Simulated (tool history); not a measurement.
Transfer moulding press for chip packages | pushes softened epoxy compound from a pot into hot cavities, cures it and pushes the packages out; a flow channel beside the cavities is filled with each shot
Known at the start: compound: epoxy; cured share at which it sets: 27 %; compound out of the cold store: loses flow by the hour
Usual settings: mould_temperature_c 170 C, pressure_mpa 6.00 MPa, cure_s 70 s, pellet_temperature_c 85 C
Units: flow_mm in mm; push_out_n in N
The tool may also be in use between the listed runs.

run,hour,mould_temperature_c,pressure_mpa,cure_s,pellet_temperature_c,incoming compound's hours out of the cold store,flow_mm,push_out_n
1,0.0,170,6.00,70,85,27.5,687,684
# hour 10.9: cavities cleaned with cleaning compound and waxed
2,50.0,170,6.00,70,94,48.0,621,585
# hour 73.2: plunger's sealing rings changed
# hour 85.4: cavities cleaned with cleaning compound and waxed
3,86.9,170,6.00,70,76,37.2,745,462
4,127.7,170,5.27,70,85,20.4,752,675
# hour 161.2: cavities cleaned with cleaning compound and waxed
5,181.6,175,5.27,70,85,38.1,671,391
6,206.7,175,5.27,70,85,46.4,633,466
# hour 233.7: cavities cleaned with cleaning compound and waxed
7,255.4,170,6.00,70,85,10.3,801,615
# hour 261.3: mould's thermocouples calibrated
# hour 308.4: cavities cleaned with cleaning compound and waxed
8,312.4,170,6.00,70,85,8.3,804,571
9,339.4,170,6.00,70,85,9.8,789,751
10,363.4,170,6.00,70,89,31.4,702,719
# hour 383.7: cavities cleaned with cleaning compound and waxed
11,391.2,170,6.00,70,85,27.5,713,561
12,429.6,170,6.00,70,85,35.2,683,725
# hour 458.2: cavities cleaned with cleaning compound and waxed
13,479.5,170,6.00,70,85,32.5,678,634
14,521.5,170,5.57,62,85,8.3,716,1153
# hour 530.1: cavities cleaned with cleaning compound and waxed
# hour 554.8: plunger's sealing rings changed
15,557.2,170,5.57,62,92,35.4,722,821
16,582.9,170,5.57,62,92,33.5,725,974
# hour 606.2: cavities cleaned with cleaning compound and waxed
17,606.2,176,5.90,60,83,19.6,769,488
18,635.7,170,6.00,70,80,36.2,725,697
# hour 678.3: cavities cleaned with cleaning compound and waxed
19,687.0,170,6.00,70,75,31.1,744,565
20,711.8,174,6.02,70,75,25.2,743,520
21,740.4,170,6.00,67,89,42.1,696,779
# hour 753.3: cavities cleaned with cleaning compound and waxed
22,784.9,170,6.00,67,89,24.6,744,735
23,816.9,171,5.30,110,91,24.5,687,388
# hour 827.6: cavities cleaned with cleaning compound and waxed
24,864.6,165,6.28,52,90,8.9,819,1735
# hour 901.8: cavities cleaned with cleaning compound and waxed
25,904.3,165,4.62,52,90,17.6,650,1252
26,934.5,174,6.34,52,90,14.3,753,1136

Forecast each of these 3 alternatives for the next run:
# hour 974.1: cavities cleaned with cleaning compound and waxed
A,987.7,170,6.35,73,85,20.9,?,?
# hour 974.1: cavities cleaned with cleaning compound and waxed
B,987.7,172,4.55,70,92,34.9,?,?
# hour 974.1: cavities cleaned with cleaning compound and waxed
C,987.7,165,6.00,70,83,46.3,?,?

run,flow_mm,push_out_n
A,718,526
B,569,481
C,634,821
Without the tool's hidden state the same runs would have given:
run,flow_mm,push_out_n
A,824,455
B,652,413
C,727,707

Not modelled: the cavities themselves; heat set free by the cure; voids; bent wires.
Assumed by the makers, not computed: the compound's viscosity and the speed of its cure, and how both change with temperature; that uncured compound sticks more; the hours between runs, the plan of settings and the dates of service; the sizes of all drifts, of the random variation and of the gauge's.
